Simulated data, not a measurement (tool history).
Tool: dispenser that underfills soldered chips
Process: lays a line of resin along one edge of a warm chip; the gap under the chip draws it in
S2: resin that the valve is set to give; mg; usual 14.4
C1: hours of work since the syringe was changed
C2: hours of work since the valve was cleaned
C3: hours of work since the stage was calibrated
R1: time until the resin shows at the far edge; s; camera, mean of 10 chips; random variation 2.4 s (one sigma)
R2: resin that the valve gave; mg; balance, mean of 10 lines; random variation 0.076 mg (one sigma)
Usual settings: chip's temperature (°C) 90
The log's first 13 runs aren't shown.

-- hour=59.3 new syringe of resin
run 14 hour=62.9 | chip's_temperature_(°C)=90 S2=14.4 | C1=2 C2=19 C3=62 | R1=283.2 R2=13.97
run 15 hour=68.4 | chip's_temperature_(°C)=90 S2=14.4 | C1=6 C2=22 C3=66 | R1=355.8 R2=14.04
-- hour=72.2 new syringe of resin
run 16 hour=73.6 | chip's_temperature_(°C)=90 S2=14.4 | C1=1 C2=26 C3=69 | R1=259.8 R2=14
run 17 hour=78.5 | chip's_temperature_(°C)=90 S2=14.4 | C1=4 C2=29 C3=73 | R1=313 R2=14.04
run 18 hour=84.3 | chip's_temperature_(°C)=90 S2=14.4 | C1=8 C2=33 C3=77 | R1=400.2 R2=13.99
-- hour=85.1 new syringe of resin
run 19 hour=89 | chip's_temperature_(°C)=90 S2=14.4 | C1=3 C2=36 C3=80 | R1=281.9 R2=13.76
run 20 hour=92.5 | chip's_temperature_(°C)=92 S2=12.8 | C1=5 C2=38 C3=82 | R1=309.1 R2=12.48
run 21 hour=96.9 | chip's_temperature_(°C)=101 S2=15.4 | C1=8 C2=41 C3=85 | R1=258.7 R2=14.75
-- hour=98.3 new syringe of resin
run 22 hour=100.3 | chip's_temperature_(°C)=83 S2=12.4 | C1=1 C2=43 C3=87 | R1=349.8 R2=11.87
run 23 hour=106.1 | chip's_temperature_(°C)=83 S2=12.4 | C1=5 C2=47 C3=91 | R1=442.4 R2=11.97
run 24 hour=109.7 | chip's_temperature_(°C)=92 S2=16.8 | C1=8 C2=50 C3=93 | R1=349.5 R2=16.15
-- hour=111.4 new syringe of resin
run 25 hour=113 | chip's_temperature_(°C)=97 S2=14.1 | C1=1 C2=52 C3=96 | R1=199.7 R2=13.42
run 26 hour=116 | chip's_temperature_(°C)=97 S2=14.1 | C1=3 C2=54 C3=97 | R1=223.9 R2=13.44
run 27 hour=120.5 | chip's_temperature_(°C)=97 S2=14.1 | C1=6 C2=57 C3=101 | R1=271.6 R2=13.36
-- hour=124.6 new syringe of resin
run 28 hour=125.3 | chip's_temperature_(°C)=97 S2=14.1 | C1=0 C2=60 C3=104 | R1=189.9 R2=13.33
run 29 hour=128.2 | chip's_temperature_(°C)=80 S2=18.6 | C1=2 C2=62 C3=106 | R1=401.7 R2=17.41
run 30 hour=132.2 | chip's_temperature_(°C)=83 S2=13.6 | C1=5 C2=65 C3=108 | R1=428.2 R2=12.75
-- hour=137.6 new syringe of resin
run 31 hour=137.9 | chip's_temperature_(°C)=84 S2=16.8 | C1=0 C2=68 C3=112 | R1=302.3 R2=15.71
run 32 hour=141 | chip's_temperature_(°C)=93 S2=17.3 | C1=2 C2=70 C3=114 | R1=241.6 R2=16.18
run 33 hour=145.5 | chip's_temperature_(°C)=93 S2=17.3 | C1=5 C2=73 C3=117 | R1=290.6 R2=15.95
run 34 hour=149 | chip's_temperature_(°C)=78 S2=18 | C1=8 C2=76 C3=119 | R1=603.5 R2=16.56
-- hour=150.8 new syringe of resin
run 35 hour=154.6 | chip's_temperature_(°C)=89 S2=12.5 | C1=3 C2=79 C3=123 | R1=288.6 R2=11.57
run 36 hour=158.9 | chip's_temperature_(°C)=89 S2=12.5 | C1=6 C2=82 C3=126 | R1=346.3 R2=11.6
run 37 hour=162.1 | chip's_temperature_(°C)=103 S2=14.7 | C1=8 C2=84 C3=128 | R1=229.4 R2=13.54

Forecast each of these 3 alternatives for the next run:
-- hour=163.7 new syringe of resin
run A hour=165.6 | chip's_temperature_(°C)=94 S2=14.4 | C1=1 C2=87 C3=130 | R1=? R2=?
-- hour=163.7 new syringe of resin
run B hour=165.6 | chip's_temperature_(°C)=86 S2=18.4 | C1=1 C2=87 C3=130 | R1=? R2=?
-- hour=163.7 new syringe of resin
run C hour=165.6 | chip's_temperature_(°C)=102 S2=12.5 | C1=1 C2=87 C3=130 | R1=? R2=?

run=A R1=222.6 R2=13.15
run=B R1=297.5 R2=17.03
run=C R1=169.3 R2=11.52
Without the tool's hidden state the same runs would have given:
run=A R1=211.6 R2=14.31
run=B R1=285.3 R2=18.53
run=C R1=159.2 R2=12.53
